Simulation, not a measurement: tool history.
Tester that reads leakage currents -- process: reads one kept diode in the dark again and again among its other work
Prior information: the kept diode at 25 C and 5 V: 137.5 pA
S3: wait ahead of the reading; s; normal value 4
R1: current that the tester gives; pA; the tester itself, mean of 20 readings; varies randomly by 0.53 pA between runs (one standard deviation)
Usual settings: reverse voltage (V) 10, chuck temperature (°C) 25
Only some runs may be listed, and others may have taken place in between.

run 1 hour=0 | reverse_voltage_(V)=10 chuck_temperature_(°C)=25 S3=4 | R1=173.63
run 2 hour=66.5 | reverse_voltage_(V)=10 chuck_temperature_(°C)=25 S3=4 | R1=174.27
run 3 hour=104.8 | reverse_voltage_(V)=8 chuck_temperature_(°C)=25 S3=4 | R1=159.48
run 4 hour=136.4 | reverse_voltage_(V)=8 chuck_temperature_(°C)=25 S3=4 | R1=160.01
run 5 hour=204.2 | reverse_voltage_(V)=8 chuck_temperature_(°C)=25 S3=4 | R1=158.61
run 6 hour=243.6 | reverse_voltage_(V)=8 chuck_temperature_(°C)=25 S3=4 | R1=158.5
run 7 hour=278.4 | reverse_voltage_(V)=8 chuck_temperature_(°C)=25 S3=4 | R1=158.98
run 8 hour=317.6 | reverse_voltage_(V)=8 chuck_temperature_(°C)=25 S3=4 | R1=157.81
run 9 hour=381.7 | reverse_voltage_(V)=8 chuck_temperature_(°C)=25 S3=4 | R1=157.56
run 10 hour=441.2 | reverse_voltage_(V)=8 chuck_temperature_(°C)=25 S3=4 | R1=156.37
run 11 hour=471.2 | reverse_voltage_(V)=8 chuck_temperature_(°C)=25 S3=4 | R1=156.44
run 12 hour=499.8 | reverse_voltage_(V)=10 chuck_temperature_(°C)=25 S3=7.01 | R1=170.24
run 13 hour=537.9 | reverse_voltage_(V)=10 chuck_temperature_(°C)=25 S3=7.01 | R1=168.96
run 14 hour=606.7 | reverse_voltage_(V)=10 chuck_temperature_(°C)=25 S3=7.01 | R1=169.99
run 15 hour=652.1 | reverse_voltage_(V)=10 chuck_temperature_(°C)=25 S3=0.55 | R1=171.19
run 16 hour=687.4 | reverse_voltage_(V)=10 chuck_temperature_(°C)=25 S3=4 | R1=169.46
run 17 hour=727.2 | reverse_voltage_(V)=10 chuck_temperature_(°C)=25 S3=4 | R1=169.71
run 18 hour=789.6 | reverse_voltage_(V)=10 chuck_temperature_(°C)=22 S3=4 | R1=127.25
run 19 hour=845.4 | reverse_voltage_(V)=10 chuck_temperature_(°C)=23 S3=4 | R1=133.74
run 20 hour=897.5 | reverse_voltage_(V)=10 chuck_temperature_(°C)=23 S3=4 | R1=134.56
run 21 hour=944.4 | reverse_voltage_(V)=18.6 chuck_temperature_(°C)=25 S3=4 | R1=204.52
run 22 hour=1004 | reverse_voltage_(V)=18.6 chuck_temperature_(°C)=25 S3=4 | R1=203.47
run 23 hour=1049.5 | reverse_voltage_(V)=18.6 chuck_temperature_(°C)=25 S3=4 | R1=203.13
run 24 hour=1108.7 | reverse_voltage_(V)=18.6 chuck_temperature_(°C)=25 S3=4 | R1=202.08
run 25 hour=1155.4 | reverse_voltage_(V)=13.2 chuck_temperature_(°C)=25 S3=4 | R1=178.95
run 26 hour=1210.8 | reverse_voltage_(V)=13.2 chuck_temperature_(°C)=25 S3=4 | R1=178.84
run 27 hour=1244.4 | reverse_voltage_(V)=10 chuck_temperature_(°C)=32 S3=8.71 | R1=309.63
run 28 hour=1296.6 | reverse_voltage_(V)=7.9 chuck_temperature_(°C)=23 S3=1.41 | R1=121.02
run 29 hour=1335.3 | reverse_voltage_(V)=7.9 chuck_temperature_(°C)=23 S3=1.41 | R1=120.38
run 30 hour=1395.9 | reverse_voltage_(V)=7.9 chuck_temperature_(°C)=23 S3=1.41 | R1=120.99
run 31 hour=1455.6 | reverse_voltage_(V)=3.1 chuck_temperature_(°C)=23 S3=1.41 | R1=84.59
run 32 hour=1509.1 | reverse_voltage_(V)=1.1 chuck_temperature_(°C)=42 S3=4 | R1=332.43
run 33 hour=1573.2 | reverse_voltage_(V)=12.9 chuck_temperature_(°C)=31 S3=9.21 | R1=303.72
run 34 hour=1628.6 | reverse_voltage_(V)=12.9 chuck_temperature_(°C)=31 S3=9.21 | R1=301.49
run 35 hour=1666.2 | reverse_voltage_(V)=10 chuck_temperature_(°C)=25 S3=0.67 | R1=157.71
run 36 hour=1732.4 | reverse_voltage_(V)=16.8 chuck_temperature_(°C)=25 S3=0.53 | R1=192.3
run 37 hour=1798.6 | reverse_voltage_(V)=16.8 chuck_temperature_(°C)=25 S3=0.53 | R1=192.23
run 38 hour=1837.7 | reverse_voltage_(V)=16.8 chuck_temperature_(°C)=25 S3=0.53 | R1=191.56
run 39 hour=1891.1 | reverse_voltage_(V)=1.9 chuck_temperature_(°C)=48 S3=7.28 | R1=747.52
run 40 hour=1953.1 | reverse_voltage_(V)=9.6 chuck_temperature_(°C)=25 S3=2.57 | R1=174.97

Not shown: 3 entries that the log had between the listed runs. Between which runs, and how does the tool's hidden state differ before and after?
Runs 13 to 14: probe card cleaned and baked (hour 545.6)
  stray current of the dirty probe card, pA a volt: 0.365 -> 0.492; current scale over the true one, %: 0.18 -> 0.19; true chuck temperature over the reading, C: -0.68 -> -0.72
  difference, measured minus the result without the unlogged condition, R1: -7.36 -> -6.79 pA
Runs 18 to 19: probe card cleaned and baked, once more (hour 814.1)
  stray current of the dirty probe card, pA a volt: 0.535 -> 0.031; current scale over the true one, %: 0.21 -> 0.22; true chuck temperature over the reading, C: -0.85 -> -0.88
  difference, measured minus the result without the unlogged condition, R1: -5.1 -> -11.57 pA
Runs 38 to 39: chuck's temperature calibrated (hour 1875.5)
  stray current of the dirty probe card, pA a volt: 0.264 -> 0.276; true chuck temperature over the reading, C: -1.56 -> -0.1
  difference, measured minus the result without the unlogged condition, R1: -25.15 -> -3.21 pA

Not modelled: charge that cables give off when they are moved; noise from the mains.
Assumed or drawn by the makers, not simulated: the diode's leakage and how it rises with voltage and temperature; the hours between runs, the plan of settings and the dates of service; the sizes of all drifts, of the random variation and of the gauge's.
